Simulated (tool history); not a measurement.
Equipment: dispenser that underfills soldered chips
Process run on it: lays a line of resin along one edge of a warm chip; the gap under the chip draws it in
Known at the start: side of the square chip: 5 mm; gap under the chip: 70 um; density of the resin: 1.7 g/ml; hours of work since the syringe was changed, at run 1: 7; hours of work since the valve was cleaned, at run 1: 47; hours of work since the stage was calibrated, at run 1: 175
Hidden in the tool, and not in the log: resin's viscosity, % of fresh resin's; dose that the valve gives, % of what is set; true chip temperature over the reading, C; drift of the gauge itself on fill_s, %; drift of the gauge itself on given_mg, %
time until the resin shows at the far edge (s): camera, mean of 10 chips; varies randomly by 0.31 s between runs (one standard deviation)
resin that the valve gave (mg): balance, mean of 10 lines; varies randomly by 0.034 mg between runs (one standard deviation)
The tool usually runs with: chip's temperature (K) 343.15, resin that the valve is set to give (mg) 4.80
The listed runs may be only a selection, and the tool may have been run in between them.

run	hour	chip's temperature (K)	resin that the valve is set to give (mg)	hours of work since the syringe was changed	hours of work since the valve was cleaned	hours of work since the stage was calibrated	time until the resin shows at the far edge (s)	resin that the valve gave (mg)
1	0.0	343.15	4.80	7	47	175	10.4	4.58
# hour 3.4: new syringe of resin
2	7.4	349.15	4.80	3	51	180	8.2	4.63
3	12.1	349.15	4.80	6	54	183	8.7	4.60
4	17.3	349.15	4.80	9	58	186	10.1	4.53
# hour 18.3: new syringe of resin
5	24.4	349.15	4.80	4	62	191	8.8	4.54
6	31.2	349.15	4.80	8	66	195	9.5	4.43
# hour 33.2: new syringe of resin
7	37.5	343.15	4.80	3	70	199	9.4	4.44
8	41.7	343.15	4.51	5	73	202	10.7	4.16
9	47.4	343.15	4.51	9	76	205	11.8	4.17
# hour 48.0: new syringe of resin
10	51.3	343.15	4.51	2	79	208	9.7	4.12
11	58.8	343.15	4.80	7	84	212	10.9	4.44
# hour 63.4: new syringe of resin
12	65.8	343.15	4.80	2	88	217	8.9	4.42
13	69.3	353.15	5.01	4	90	219	7.3	4.58
14	75.5	353.15	5.01	8	94	223	8.1	4.56
# hour 78.6: new syringe of resin
15	82.2	353.15	5.45	2	98	227	7.0	4.84
16	89.7	343.15	4.43	7	103	232	11.8	3.99
# hour 93.4: new syringe of resin
17	94.2	342.15	5.82	1	106	235	9.3	5.25
18	99.8	342.15	5.82	4	109	238	10.6	5.19
19	105.9	335.15	4.14	8	113	242	14.8	3.65
# hour 108.5: new syringe of resin
20	110.7	335.15	4.14	1	116	245	12.7	3.63
21	116.2	342.15	6.13	5	120	248	11.2	5.43
22	121.9	342.15	6.13	9	123	252	11.9	5.38
# hour 123.1: new syringe of resin
23	126.9	347.15	5.15	2	126	255	8.1	4.56
24	132.2	347.15	5.15	6	130	259	9.6	4.52

4 ways to go on from here, each from the tool as it stands after run 24. What would each give?
# hour 135.1: dispensing valve cleaned and set on the balance
A	137.0	342.15	4.16	8	1	261	?	?
# hour 135.1: dispensing valve cleaned and set on the balance
B	137.0	356.15	4.49	8	1	261	?	?
# hour 135.1: dispensing valve cleaned and set on the balance
C	137.0	334.15	5.20	8	1	261	?	?
# hour 135.1: dispensing valve cleaned and set on the balance
D	137.0	343.15	5.16	8	1	261	?	?

run	time until the resin shows at the far edge (s)	resin that the valve gave (mg)
A	11.5	4.14
B	7.4	4.44
C	14.6	5.18
D	11.5	5.14
Take away the tool's hidden state, keep each run's random variation, and the runs would have read:
run	time until the resin shows at the far edge (s)	resin that the valve gave (mg)
A	8.2	4.15
B	5.2	4.45
C	10.5	5.19
D	8.3	5.15
